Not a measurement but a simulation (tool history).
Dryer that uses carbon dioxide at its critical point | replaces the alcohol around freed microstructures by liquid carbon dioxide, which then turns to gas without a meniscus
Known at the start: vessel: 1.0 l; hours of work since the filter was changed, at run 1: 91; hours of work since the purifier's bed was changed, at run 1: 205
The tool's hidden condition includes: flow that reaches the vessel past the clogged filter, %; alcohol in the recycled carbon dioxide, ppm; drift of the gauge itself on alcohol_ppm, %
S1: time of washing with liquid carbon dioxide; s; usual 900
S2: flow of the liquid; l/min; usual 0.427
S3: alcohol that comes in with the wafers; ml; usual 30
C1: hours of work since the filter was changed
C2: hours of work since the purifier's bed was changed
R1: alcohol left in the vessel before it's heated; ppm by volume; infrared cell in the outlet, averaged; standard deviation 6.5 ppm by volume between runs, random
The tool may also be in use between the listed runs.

run,hour,S1,S2,S3,C1,C2,R1
1,0.0,900,0.427,30,91,205,408
2,20.3,900,0.427,30,99,213,416
3,31.1,1260,0.427,30,103,217,82
4,49.3,1260,0.427,30,110,225,87
5,59.4,1260,0.427,30,114,228,87
6,79.6,1260,0.427,30,122,236,83
7,99.2,540,0.461,82,130,244,5403
8,120.1,720,0.623,82,138,252,695
9,140.3,900,0.427,33,146,260,529
10,157.7,1380,0.482,38,153,267,51
11,167.4,1380,0.307,38,157,271,422

What if the next run were any one of these 3? Each begins from the tool's condition after run 11:
A,186.1,660,0.616,38,164,278,?
B,186.1,960,0.505,30,164,278,?
C,186.1,720,0.307,38,164,278,?

run,R1
A,544
B,202
C,3595
With the hidden condition removed and each run's random variation left untouched, the same runs would have given:
run,R1
A,276
B,92
C,2480
